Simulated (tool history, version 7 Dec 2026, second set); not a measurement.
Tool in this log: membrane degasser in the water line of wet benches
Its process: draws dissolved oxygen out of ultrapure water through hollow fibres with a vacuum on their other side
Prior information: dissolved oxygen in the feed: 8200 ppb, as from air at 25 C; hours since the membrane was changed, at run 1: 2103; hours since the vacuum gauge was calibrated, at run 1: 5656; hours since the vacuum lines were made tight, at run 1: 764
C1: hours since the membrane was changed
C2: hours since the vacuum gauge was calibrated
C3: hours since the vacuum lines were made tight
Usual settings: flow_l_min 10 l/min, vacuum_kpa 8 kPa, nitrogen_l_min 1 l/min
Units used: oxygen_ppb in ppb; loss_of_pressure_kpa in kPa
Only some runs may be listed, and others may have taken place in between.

Run 1, hour 0: usual settings; C1 2103; C2 5656; C3 764. Result: oxygen_ppb 120.1 ppb, loss_of_pressure_kpa 54.03 kPa.
Run 2, hour 56.3: usual settings; C1 2159; C2 5712; C3 820. Result: oxygen_ppb 120.6 ppb, loss_of_pressure_kpa 54.23 kPa.
Run 3, hour 97: usual settings; C1 2200; C2 5753; C3 861. Result: oxygen_ppb 120.8 ppb, loss_of_pressure_kpa 54.08 kPa.
Run 4, hour 141: usual settings; C1 2244; C2 5797; C3 905. Result: oxygen_ppb 120.7 ppb, loss_of_pressure_kpa 53.98 kPa.
Run 5, hour 202.5: usual settings; C1 2305; C2 5858; C3 967. Result: oxygen_ppb 121.8 ppb, loss_of_pressure_kpa 53.78 kPa.
Run 6, hour 243.9: usual settings but vacuum_kpa 7.67 kPa; C1 2347; C2 5900; C3 1008. Result: oxygen_ppb 113.3 ppb, loss_of_pressure_kpa 53.86 kPa.
Run 7, hour 332.8: usual settings but flow_l_min 9 l/min; C1 2435; C2 5989; C3 1097. Result: oxygen_ppb 107 ppb, loss_of_pressure_kpa 48.88 kPa.
Run 8, hour 388.5: usual settings but flow_l_min 9 l/min; C1 2491; C2 6044; C3 1153. Result: oxygen_ppb 106.4 ppb, loss_of_pressure_kpa 49.08 kPa.
Run 9, hour 437.6: usual settings; C1 2540; C2 6093; C3 1202. Result: oxygen_ppb 120.8 ppb, loss_of_pressure_kpa 54.02 kPa.
Run 10, hour 496.6: usual settings; C1 2599; C2 6153; C3 1261. Result: oxygen_ppb 120.9 ppb, loss_of_pressure_kpa 54.11 kPa.
Run 11, hour 565.3: usual settings but vacuum_kpa 9.13 kPa; C1 2668; C2 6221; C3 1329. Result: oxygen_ppb 149.1 ppb, loss_of_pressure_kpa 53.85 kPa.
Run 12, hour 623.8: usual settings but vacuum_kpa 9.13 kPa; C1 2726; C2 6280; C3 1388. Result: oxygen_ppb 147.6 ppb, loss_of_pressure_kpa 53.73 kPa.
Run 13, hour 667: usual settings but vacuum_kpa 9.13 kPa, nitrogen_l_min 0.77 l/min; C1 2770; C2 6323; C3 1431. Result: oxygen_ppb 186.7 ppb, loss_of_pressure_kpa 54.18 kPa.
Run 14, hour 754.7: usual settings but vacuum_kpa 9.13 kPa, nitrogen_l_min 0.77 l/min; C1 2857; C2 6411; C3 1519. Result: oxygen_ppb 187.8 ppb, loss_of_pressure_kpa 54.39 kPa.
Run 15, hour 826.7: usual settings but vacuum_kpa 9.13 kPa, nitrogen_l_min 0.77 l/min; C1 2929; C2 6483; C3 1591. Result: oxygen_ppb 187.2 ppb, loss_of_pressure_kpa 53.65 kPa.
Run 16, hour 874: usual settings but vacuum_kpa 9.13 kPa, nitrogen_l_min 0.77 l/min; C1 2977; C2 6530; C3 1638. Result: oxygen_ppb 187.7 ppb, loss_of_pressure_kpa 53.88 kPa.
Run 17, hour 965.9: usual settings but vacuum_kpa 9.13 kPa, nitrogen_l_min 0.77 l/min; C1 3069; C2 6622; C3 1730. Result: oxygen_ppb 187.5 ppb, loss_of_pressure_kpa 54.29 kPa.
Run 18, hour 1049.3: usual settings but vacuum_kpa 9.13 kPa, nitrogen_l_min 0.77 l/min; C1 3152; C2 6705; C3 1813. Result: oxygen_ppb 189.3 ppb, loss_of_pressure_kpa 53.88 kPa.
Run 19, hour 1116: usual settings but flow_l_min 15 l/min, vacuum_kpa 12.51 kPa, nitrogen_l_min 2.36 l/min; C1 3219; C2 6772; C3 1880. Result: oxygen_ppb 196.2 ppb, loss_of_pressure_kpa 80.61 kPa.
Run 20, hour 1174.5: usual settings but flow_l_min 7 l/min, vacuum_kpa 13.6 kPa, nitrogen_l_min 0.46 l/min; C1 3277; C2 6830; C3 1939. Result: oxygen_ppb 360.6 ppb, loss_of_pressure_kpa 37.87 kPa.
At hour 1214.6: gauge calibrated.
Run 21, hour 1258.6: usual settings but flow_l_min 7 l/min, vacuum_kpa 13.6 kPa, nitrogen_l_min 0.46 l/min; C1 3361; C2 6914; C3 2023. Result: oxygen_ppb 352.9 ppb, loss_of_pressure_kpa 37.75 kPa.
Run 22, hour 1315.1: usual settings but flow_l_min 7 l/min, vacuum_kpa 13.6 kPa, nitrogen_l_min 0.46 l/min; C1 3418; C2 6971; C3 2079. Result: oxygen_ppb 352.4 ppb, loss_of_pressure_kpa 38.17 kPa.
Run 23, hour 1396.3: usual settings but flow_l_min 6 l/min, vacuum_kpa 13.6 kPa, nitrogen_l_min 0.46 l/min; C1 3499; C2 7052; C3 2160. Result: oxygen_ppb 307.9 ppb, loss_of_pressure_kpa 32.39 kPa.
Run 24, hour 1459.6: usual settings but flow_l_min 6 l/min, vacuum_kpa 13.6 kPa, nitrogen_l_min 0.46 l/min; C1 3562; C2 7115; C3 2224. Result: oxygen_ppb 306.3 ppb, loss_of_pressure_kpa 32.28 kPa.
Run 25, hour 1544.5: usual settings but flow_l_min 6 l/min, vacuum_kpa 13.6 kPa, nitrogen_l_min 0.46 l/min; C1 3647; C2 7200; C3 2309. Result: oxygen_ppb 308.6 ppb, loss_of_pressure_kpa 32.2 kPa.
Run 26, hour 1588.8: usual settings but flow_l_min 7 l/min, vacuum_kpa 13.6 kPa, nitrogen_l_min 0.72 l/min; C1 3691; C2 7245; C3 2353. Result: oxygen_ppb 237.8 ppb, loss_of_pressure_kpa 38.18 kPa.
At hour 1618.9: vacuum gauge calibrated.
Run 27, hour 1648.2: usual settings but flow_l_min 9 l/min, vacuum_kpa 10.45 kPa; C1 3750; C2 29; C3 2412. Result: oxygen_ppb 158.8 ppb, loss_of_pressure_kpa 48.74 kPa.
Run 28, hour 1714: usual settings but vacuum_kpa 5.56 kPa, nitrogen_l_min 2.72 l/min; C1 3816; C2 95; C3 2478. Result: oxygen_ppb 29.4 ppb, loss_of_pressure_kpa 54.1 kPa.
Run 29, hour 1787.7: usual settings but flow_l_min 14 l/min, vacuum_kpa 8.19 kPa, nitrogen_l_min 0.5 l/min; C1 3890; C2 169; C3 2551. Result: oxygen_ppb 329.6 ppb, loss_of_pressure_kpa 75.96 kPa.
Run 30, hour 1871.6: usual settings but flow_l_min 14 l/min, vacuum_kpa 8.19 kPa, nitrogen_l_min 0.5 l/min; C1 3974; C2 253; C3 2635. Result: oxygen_ppb 330.6 ppb, loss_of_pressure_kpa 75.61 kPa.
Run 31, hour 1918.8: usual settings but flow_l_min 16 l/min, vacuum_kpa 4.88 kPa, nitrogen_l_min 0.61 l/min; C1 4021; C2 300; C3 2682. Result: oxygen_ppb 161.9 ppb, loss_of_pressure_kpa 86.09 kPa.
Run 32, hour 1966.9: usual settings but flow_l_min 16 l/min, vacuum_kpa 8.26 kPa, nitrogen_l_min 0.61 l/min; C1 4069; C2 348; C3 2731. Result: oxygen_ppb 345.5 ppb, loss_of_pressure_kpa 85.8 kPa.

4 ways to go on from here, each from the tool as it stands after run 32. What would each give?
Run A, hour 2051.4: usual settings but nitrogen_l_min 1.39 l/min; C1 4154; C2 432; C3 2815. Result: oxygen_ppb ?, loss_of_pressure_kpa ?.
Run B, hour 2051.4: usual settings but vacuum_kpa 5.2 kPa, nitrogen_l_min 2.15 l/min; C1 4154; C2 432; C3 2815. Result: oxygen_ppb ?, loss_of_pressure_kpa ?.
Run C, hour 2051.4: usual settings but vacuum_kpa 19.4 kPa, nitrogen_l_min 2.66 l/min; C1 4154; C2 432; C3 2815. Result: oxygen_ppb ?, loss_of_pressure_kpa ?.
Run D, hour 2051.4: usual settings but flow_l_min 7 l/min, vacuum_kpa 8.26 kPa, nitrogen_l_min 0.61 l/min; C1 4154; C2 432; C3 2815. Result: oxygen_ppb ?, loss_of_pressure_kpa ?.

run  oxygen_ppb  loss_of_pressure_kpa
  A        92.1                 54.26
  B        30.8                 54.46
  C       158.1                 53.75
  D       137.5                 37.79
What these runs would have given with no unlogged condition in the tool:
run  oxygen_ppb  loss_of_pressure_kpa
  A        90.3                 54.25
  B        30.2                 54.45
  C         155                 53.74
  D       134.8                 37.79
